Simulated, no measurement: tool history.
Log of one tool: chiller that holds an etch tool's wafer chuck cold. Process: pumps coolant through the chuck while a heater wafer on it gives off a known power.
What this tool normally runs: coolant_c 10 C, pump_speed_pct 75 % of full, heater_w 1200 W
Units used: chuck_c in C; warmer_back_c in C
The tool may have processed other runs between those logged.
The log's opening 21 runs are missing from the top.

run    hour  coolant_c  pump_speed_pct  heater_w  chuck_c  warmer_back_c
 22   880.4          2              75      1227     12.9           4.21
      899.9  -- chiller's thermometer calibrated, once more
 23   906.2          9              89      1615     22.3           4.69
 24   958.4          9              89      1615     22.3           4.63
 25   994.4          2              67       792      9.5           3.04
 26  1021.8          1              79       685      7.0           2.29
 27  1047.9          1              79       685      7.2           2.24
 28  1096.8          1              84       685      7.0           2.15
 29  1123.7          1              84       685      7.1           2.08
 30  1153.5          1              94      1200     10.7           3.36
 31  1189.9          1              94       768      7.1           2.12

Alternative continuations, all from the tool just after run 31; predict every row:
  A  1242.3         10              68      1200        ?              ?
  B  1242.3          1              75       772        ?              ?
  C  1242.3          9              75       615        ?              ?

run  chuck_c  warmer_back_c
  A     21.9           4.56
  B      8.4           2.69
  C     14.7           2.06
With no hidden state in the tool, these same runs would have given:
run  chuck_c  warmer_back_c
  A     20.5           4.38
  B      7.6           2.58
  C     14.0           1.98
